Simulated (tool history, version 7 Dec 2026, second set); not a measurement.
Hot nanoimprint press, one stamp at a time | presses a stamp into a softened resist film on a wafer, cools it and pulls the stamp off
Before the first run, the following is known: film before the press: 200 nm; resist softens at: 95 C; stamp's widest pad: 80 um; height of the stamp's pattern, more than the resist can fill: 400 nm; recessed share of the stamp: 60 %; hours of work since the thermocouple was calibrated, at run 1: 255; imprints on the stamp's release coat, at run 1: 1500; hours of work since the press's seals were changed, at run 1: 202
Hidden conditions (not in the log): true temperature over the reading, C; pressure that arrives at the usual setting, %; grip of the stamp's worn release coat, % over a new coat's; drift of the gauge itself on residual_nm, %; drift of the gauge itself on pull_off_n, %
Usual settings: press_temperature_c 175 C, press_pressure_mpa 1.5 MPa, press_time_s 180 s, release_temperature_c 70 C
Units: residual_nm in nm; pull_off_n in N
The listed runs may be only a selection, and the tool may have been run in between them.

run	day	press_temperature_c	press_pressure_mpa	press_time_s	release_temperature_c	hours of work since the thermocouple was calibrated	imprints on the stamp's release coat	hours of work since the press's seals were changed	residual_nm	pull_off_n
1	0	175	1.5	180	70	255	1500	202	116.6	277
# day 0.296: stamp cleaned and given a new release coat
2	0.808	175	1.5	180	61	263	61	210	116.7	214
3	1.446	175	1.5	180	61	273	136	219	117.3	228
4	1.862	175	1.5	180	61	279	186	226	117.5	233
5	2.45	175	1.5	180	70	288	255	234	116.7	206
6	2.775	175	0.98	171	70	293	294	239	142.7	202
7	3.292	175	0.98	171	70	300	355	247	141.7	204
8	3.625	175	0.98	171	70	305	395	252	143.6	215
9	4.025	171	1.08	124	75	311	442	258	161.3	197

Run 10 has not been measured yet. What should we expect?
10	4.604	171	1.08	124	75	320	511	267	?	?

Run 10 measured residual_nm 162.1 nm, pull_off_n 202 N.
Were there no unlogged condition in the tool, this run, its random variation unchanged, would have produced residual_nm 157.8 nm, pull_off_n 176 N.
